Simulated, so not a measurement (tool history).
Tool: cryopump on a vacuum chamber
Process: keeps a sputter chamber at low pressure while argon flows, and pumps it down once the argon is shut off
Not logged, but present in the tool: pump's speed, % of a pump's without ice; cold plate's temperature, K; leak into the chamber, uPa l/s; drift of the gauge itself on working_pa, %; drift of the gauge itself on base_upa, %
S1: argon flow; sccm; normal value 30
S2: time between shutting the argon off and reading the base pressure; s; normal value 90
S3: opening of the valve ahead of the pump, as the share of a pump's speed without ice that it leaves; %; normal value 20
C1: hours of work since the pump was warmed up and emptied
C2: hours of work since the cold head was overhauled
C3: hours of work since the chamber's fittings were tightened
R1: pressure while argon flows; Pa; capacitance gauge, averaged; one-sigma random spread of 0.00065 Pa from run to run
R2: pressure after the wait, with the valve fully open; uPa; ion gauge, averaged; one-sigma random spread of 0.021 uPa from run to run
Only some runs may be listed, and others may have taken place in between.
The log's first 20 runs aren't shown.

run    hour  S1   S2  S3   C1   C2    C3      R1    R2
 21   771.1  14  130  18  609  609  2259  0.0546  2.04
 22     802  29   48  38  631  631  2281  0.0562  2.54
 23   853.7  23   48  37  667  667  2317  0.0455  2.53
      895.8  -- leaking fittings of the chamber tightened, without venting
 24   901.6  23   48  37  699  699     4  0.0453  0.73
 25   953.1  26  120  41  735  735    40  0.0466  0.43
 26   984.7  13  156  20  757  757    62  0.0463  0.36
 27  1033.4  46   63  20  792  792    96   0.166   0.7
 28  1083.3  45   63  23  826  826   131  0.1411  0.75
 29  1118.5  23   90  20  851  851   156  0.0832   0.6
 30    1150  19   82  43  873  873   178  0.0332  0.71
 31  1198.2  19   82  43  907  907   212  0.0328  0.72
 32  1231.4  13  149  43  930  930   235  0.0235  0.55
 33  1272.2  30   90  19  959  959   264  0.1135  0.69

5 ways to go on from here, each from the tool as it stands after run 33. What would each give?
  A  1312.8  14  90  20  987  987  292   ?   ?
  B  1312.8  30  90  41  987  987  292   ?   ?
  C  1312.8  30  90  43  987  987  292   ?   ?
  D  1312.8  21  90  19  987  987  292   ?   ?
  E  1312.8  27  50  52  987  987  292   ?   ?

run      R1    R2
  A  0.0505  0.75
  B  0.0557  0.74
  C  0.0529  0.73
  D  0.0814  0.72
  E  0.0413  1.01
Had the tool no hidden state, the same runs would have come out as:
run      R1    R2
  A  0.0481  0.47
  B  0.0505  0.45
  C  0.0478  0.44
  D  0.0778  0.45
  E  0.0366  0.73
